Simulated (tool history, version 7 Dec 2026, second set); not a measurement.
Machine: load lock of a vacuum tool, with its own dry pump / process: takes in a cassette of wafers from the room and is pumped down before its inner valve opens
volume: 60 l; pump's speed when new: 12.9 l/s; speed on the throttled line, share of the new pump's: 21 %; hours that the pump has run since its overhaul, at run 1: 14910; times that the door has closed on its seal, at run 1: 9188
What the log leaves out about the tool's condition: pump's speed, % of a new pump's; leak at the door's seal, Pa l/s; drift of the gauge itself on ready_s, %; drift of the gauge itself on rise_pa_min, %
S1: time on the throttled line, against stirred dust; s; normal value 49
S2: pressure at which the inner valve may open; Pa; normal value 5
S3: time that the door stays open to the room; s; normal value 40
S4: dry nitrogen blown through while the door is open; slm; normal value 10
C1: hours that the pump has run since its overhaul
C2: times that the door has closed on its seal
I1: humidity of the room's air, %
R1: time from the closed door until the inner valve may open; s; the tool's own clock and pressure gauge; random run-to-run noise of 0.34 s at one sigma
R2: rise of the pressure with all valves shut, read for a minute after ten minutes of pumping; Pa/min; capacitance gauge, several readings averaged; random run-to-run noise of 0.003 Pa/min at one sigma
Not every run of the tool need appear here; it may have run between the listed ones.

run	hour	S1	S2	S3	S4	C1	C2	I1	R1	R2
1	0	49	5	40	10	14910	9188	42.7	89	0.039
2	138.4	49	5	40	10	15049	9424	42.1	89.6	0.037
3	324.3	49	5	40	10	15235	9741	46.5	90	0.041
4	423.4	49	5	40	10	15334	9909	45.7	89.8	0.041
5	585.9	49	5	40	11	15496	10186	45.7	89.3	0.034
6	718.6	49	5	40	11	15629	10412	42.9	88.9	0.037
7	873.1	49	5	40	11	15783	10675	46.4	89.3	0.035
8	1057.9	49	5	40	11	15968	10990	47.1	89.6	0.036
9	1193.1	49	5	133	10	16103	11220	47.2	89.7	0.061
10	1372.4	49	5	133	10	16283	11525	48.1	89.4	0.061
11	1495.1	49	5	133	10	16405	11734	44.5	90.6	0.059
12	1634	30	5	40	10	16544	11971	39.2	75.2	0.032
13	1804.3	30	5	40	10	16714	12261	43.1	75.1	0.035
14	1931.4	49	5	40	10	16842	12477	43.3	89.4	0.038
15	2051.1	49	5	40	10	16961	12681	47.8	90.3	0.043
16	2247.9	49	5	40	10	17158	13016	44.2	90.4	0.043
17	2384.3	49	5	53	10	17294	13248	45.4	89.8	0.044
18	2570.8	49	5	53	10	17481	13566	43.8	90.3	0.047
19	2764	49	5	53	4	17674	13895	47.3	90.5	0.059
20	2846.7	49	5	53	4	17757	14036	47	90.5	0.059
21	2953.7	55	5	40	10	17864	14218	45.3	95.1	0.041
22	3046.5	51	5	40	10	17957	14376	44.6	92.3	0.039
23	3140.3	51	5	40	10	18051	14536	46	92	0.042
24	3254.4	51	5	40	10	18165	14730	41.3	92.2	0.036
25	3406.4	51	5	40	10	18317	14989	40.6	91.6	0.035
26	3580.8	49	5	213	8	18491	15286	44.7	91.1	0.085
27	3760.9	62	5	40	33	18671	15593	45.8	100.4	0.036
28	3942.5	34	5	190	10	18853	15902	45	79.3	0.079
29	4099.9	49	5	32	10	19010	16170	45.5	91.3	0.043
30	4258.7	49	5	40	31	19169	16440	46.9	91.8	0.033
31	4454.8	65	5	233	10	19365	16774	48.8	102.7	0.089
32	4597	49	6	40	10	19507	17016	42.1	90.3	0.043
33	4708.7	49	5	40	4	19619	17207	46.5	89.9	0.056
34	4885.7	59	5	40	14	19796	17508	45.4	98.6	0.04
35	5009.2	59	6	60	44	19919	17718	44.6	97.6	0.034

Each row is a separate what-if for the run after 35, all from the same tool condition, not one after another. Results?
A	5121.8	49	5	40	10	20032	17910	44.6	?	?
B	5121.8	51	6	228	13	20032	17910	45.3	?	?
C	5121.8	90	6	43	44	20032	17910	44.9	?	?
D	5121.8	25	5	41	10	20032	17910	45.4	?	?

run	R1	R2
A	90.4	0.046
B	92.3	0.076
C	120.6	0.03
D	73.3	0.048
Without the tool's hidden state the same runs would have given:
run	R1	R2
A	84.3	0.029
B	86.4	0.058
C	116.1	0.012
D	66.3	0.03
